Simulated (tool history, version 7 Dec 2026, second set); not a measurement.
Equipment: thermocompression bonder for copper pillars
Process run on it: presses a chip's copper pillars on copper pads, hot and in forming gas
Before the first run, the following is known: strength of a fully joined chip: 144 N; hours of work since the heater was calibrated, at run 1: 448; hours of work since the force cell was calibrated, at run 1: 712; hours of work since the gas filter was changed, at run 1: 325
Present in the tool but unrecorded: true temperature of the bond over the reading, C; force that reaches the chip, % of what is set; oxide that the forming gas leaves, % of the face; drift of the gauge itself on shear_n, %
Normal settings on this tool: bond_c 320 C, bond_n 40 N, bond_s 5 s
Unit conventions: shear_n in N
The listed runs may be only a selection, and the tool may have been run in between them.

run   hour  bond_c  bond_n  bond_s  hours of work since the heater was calibrated  hours of work since the force cell was calibrated  hours of work since the gas filter was changed  shear_n
  1    0.0     320      40       5                                            448                                                712                                             325     50.4
  2   15.7     320      40       5                                            458                                                722                                             335     50.0
  3   31.1     320      40       5                                            468                                                732                                             345     50.6
  4   48.3     320      40       5                                            479                                                743                                             356     50.1
      49.8  -- forming gas filter changed
  5   64.2     320      40       5                                            489                                                753                                               9     55.3
  6   76.3     320      49       5                                            497                                                761                                              17     64.0
  7   91.9     320      40       5                                            507                                                771                                              27     54.6
  8   99.7     320      38       5                                            512                                                776                                              32     52.4
  9  117.5     320      38       5                                            523                                                788                                              44     51.2
 10  128.6     320      38       5                                            530                                                795                                              51     51.3
 11  136.5     320      40       5                                            535                                                800                                              56     54.9
 12  146.5     320      40       5                                            542                                                806                                              62     53.7
 13  158.2     314      29      13                                            549                                                814                                              70     55.3
     161.1  -- heater calibrated with a thermocouple chip
 14  169.9     314      29      13                                              6                                                820                                              76     53.1
 15  180.5     314      29      13                                             13                                                827                                              83     53.4
     189.7  -- heater calibrated with a thermocouple chip, once more
 16  190.4     318      40       9                                              0                                                832                                              88     67.5
 17  208.1     318      40       4                                             12                                                843                                              99     49.3
 18  220.3     318      40       4                                             20                                                851                                             107     49.5
 19  236.6     345      32       4                                             30                                                862                                             118     59.6
 20  246.8     345      32       4                                             37                                                868                                             124     60.1
 21  259.3     320      36      13                                             45                                                876                                             132     72.0
 22  266.9     301      51       3                                             50                                                881                                             137     42.0

Forecast each of these 5 alternatives for the next run:
  A  281.2     324      40       3                                             59                                                890                                             147        ?
  B  281.2     320      36       5                                             59                                                890                                             147        ?
  C  281.2     338      51       3                                             59                                                890                                             147        ?
  D  281.2     314      47       8                                             59                                                890                                             147        ?
  E  281.2     301      26       3                                             59                                                890                                             147        ?

run  shear_n
  A     47.5
  B     50.3
  C     69.5
  D     68.1
  E     22.0
With no hidden state in the tool, these same runs would have given:
run  shear_n
  A     50.6
  B     53.6
  C     73.7
  D     72.3
  E     23.6
